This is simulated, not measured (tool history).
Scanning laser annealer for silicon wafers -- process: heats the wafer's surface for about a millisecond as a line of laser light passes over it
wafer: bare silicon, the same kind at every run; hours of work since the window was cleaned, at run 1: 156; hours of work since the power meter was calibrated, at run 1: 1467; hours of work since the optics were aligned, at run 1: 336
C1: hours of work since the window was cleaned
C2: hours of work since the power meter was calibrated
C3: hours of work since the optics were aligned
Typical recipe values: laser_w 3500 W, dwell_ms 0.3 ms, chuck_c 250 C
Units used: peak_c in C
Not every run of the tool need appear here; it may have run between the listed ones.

run 1 hour=0 | laser_w=3500 dwell_ms=0.3 chuck_c=250 | C1=156 C2=1467 C3=336 | peak_c=1065
run 2 hour=24.2 | laser_w=3690 dwell_ms=0.3 chuck_c=250 | C1=174 C2=1485 C3=354 | peak_c=1105
run 3 hour=72.3 | laser_w=3690 dwell_ms=0.3 chuck_c=250 | C1=210 C2=1521 C3=390 | peak_c=1105
run 4 hour=104.9 | laser_w=3690 dwell_ms=0.3 chuck_c=250 | C1=235 C2=1545 C3=415 | peak_c=1106
run 5 hour=129.9 | laser_w=3690 dwell_ms=0.3 chuck_c=250 | C1=254 C2=1564 C3=433 | peak_c=1102
run 6 hour=157.1 | laser_w=3500 dwell_ms=0.245 chuck_c=250 | C1=274 C2=1584 C3=454 | peak_c=989
run 7 hour=181.8 | laser_w=3500 dwell_ms=0.245 chuck_c=250 | C1=292 C2=1603 C3=472 | peak_c=989
run 8 hour=219 | laser_w=3500 dwell_ms=0.245 chuck_c=250 | C1=320 C2=1631 C3=500 | peak_c=990
run 9 hour=264.5 | laser_w=3500 dwell_ms=0.3 chuck_c=250 | C1=354 C2=1665 C3=534 | peak_c=1062
run 10 hour=297.6 | laser_w=3500 dwell_ms=0.3 chuck_c=250 | C1=379 C2=1690 C3=559 | peak_c=1065
run 11 hour=322.7 | laser_w=3500 dwell_ms=0.3 chuck_c=250 | C1=398 C2=1708 C3=578 | peak_c=1060
run 12 hour=370.3 | laser_w=3500 dwell_ms=0.3 chuck_c=250 | C1=433 C2=1744 C3=613 | peak_c=1063
run 13 hour=410.4 | laser_w=3198 dwell_ms=0.3 chuck_c=250 | C1=463 C2=1774 C3=643 | peak_c=993
run 14 hour=433.3 | laser_w=3173 dwell_ms=0.245 chuck_c=225 | C1=481 C2=1791 C3=660 | peak_c=898
run 15 hour=472.1 | laser_w=3500 dwell_ms=0.336 chuck_c=250 | C1=510 C2=1820 C3=689 | peak_c=1110
run 16 hour=516 | laser_w=3205 dwell_ms=0.254 chuck_c=227 | C1=543 C2=1853 C3=722 | peak_c=919
run 17 hour=539.9 | laser_w=3665 dwell_ms=0.254 chuck_c=227 | C1=560 C2=1871 C3=740 | peak_c=1011
run 18 hour=577 | laser_w=3559 dwell_ms=0.294 chuck_c=274 | C1=588 C2=1899 C3=768 | peak_c=1093
run 19 hour=609.3 | laser_w=3188 dwell_ms=0.3 chuck_c=250 | C1=612 C2=1923 C3=792 | peak_c=996
run 20 hour=656.7 | laser_w=3500 dwell_ms=0.319 chuck_c=250 | C1=648 C2=1958 C3=828 | peak_c=1089
run 21 hour=689.7 | laser_w=3328 dwell_ms=0.342 chuck_c=238 | C1=673 C2=1983 C3=852 | peak_c=1064
run 22 hour=712.2 | laser_w=3279 dwell_ms=0.354 chuck_c=250 | C1=689 C2=2000 C3=869 | peak_c=1080
run 23 hour=742.7 | laser_w=3560 dwell_ms=0.368 chuck_c=236 | C1=712 C2=2023 C3=892 | peak_c=1147

Branching from run 23: 5 alternative next runs. What would each branch give?
run A hour=791.9 | laser_w=3049 dwell_ms=0.261 chuck_c=250 | C1=749 C2=2060 C3=929 | peak_c=?
run B hour=791.9 | laser_w=3137 dwell_ms=0.368 chuck_c=236 | C1=749 C2=2060 C3=929 | peak_c=?
run C hour=791.9 | laser_w=3614 dwell_ms=0.317 chuck_c=245 | C1=749 C2=2060 C3=929 | peak_c=?
run D hour=791.9 | laser_w=3500 dwell_ms=0.247 chuck_c=250 | C1=749 C2=2060 C3=929 | peak_c=?
run E hour=791.9 | laser_w=3467 dwell_ms=0.256 chuck_c=246 | C1=749 C2=2060 C3=929 | peak_c=?

run=A peak_c=914
run=B peak_c=1044
run=C peak_c=1106
run=D peak_c=991
run=E peak_c=994
Without the tool's hidden state the same runs would have given:
run=A peak_c=914
run=B peak_c=1045
run=C peak_c=1107
run=D peak_c=991
run=E peak_c=994

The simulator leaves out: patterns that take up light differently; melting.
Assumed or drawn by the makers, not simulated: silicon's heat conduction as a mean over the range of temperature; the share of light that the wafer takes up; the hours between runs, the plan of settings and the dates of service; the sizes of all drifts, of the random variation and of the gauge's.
